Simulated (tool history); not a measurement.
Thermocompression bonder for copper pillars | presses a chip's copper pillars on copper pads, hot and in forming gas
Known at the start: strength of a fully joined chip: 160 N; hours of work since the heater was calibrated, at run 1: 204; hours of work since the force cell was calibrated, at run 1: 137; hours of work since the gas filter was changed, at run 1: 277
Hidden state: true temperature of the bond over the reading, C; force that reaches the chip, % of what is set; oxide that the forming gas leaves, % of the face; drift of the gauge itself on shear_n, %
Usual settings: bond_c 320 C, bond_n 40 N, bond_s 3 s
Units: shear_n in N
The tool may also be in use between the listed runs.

run,hour,bond_c,bond_n,bond_s,hours of work since the heater was calibrated,hours of work since the force cell was calibrated,hours of work since the gas filter was changed,shear_n
1,0,320,40,3,204,137,277,89
2,14.6,320,40,3,214,147,287,87.4
3,28.2,320,40,3,224,157,297,87.6
4,43.3,320,40,3,234,167,307,88.4
5,55.8,320,40,3,243,176,316,88.8
# hour 63.7: forming gas filter changed
6,67.1,320,40,3,251,183,2,88.3
7,76.9,320,40,3,258,190,9,87.3
8,89.6,320,40,3,266,199,18,89
9,101.4,320,25,2,275,208,26,55.6
10,116.1,298,30,4,285,218,37,68
11,131.2,298,30,4,296,228,47,68.3
12,144.5,337,57,4,305,238,57,125.9
13,152,309,57,3,310,243,62,101.1
14,165.7,291,40,2,320,253,72,61.5
15,172.8,291,40,2,325,258,77,61.6
16,187.1,291,40,2,335,268,87,61

4 ways to go on from here, each from the tool as it stands after run 16. What would each give?
A,194.2,312,40,5,340,273,92,?
B,194.2,346,40,3,340,273,92,?
C,194.2,329,40,2,340,273,92,?
D,194.2,334,29,2,340,273,92,?

run,shear_n
A,99
B,102.1
C,81.8
D,69
Without the tool's hidden state the same runs would have given:
run,shear_n
A,99.3
B,102.4
C,82.1
D,69.3
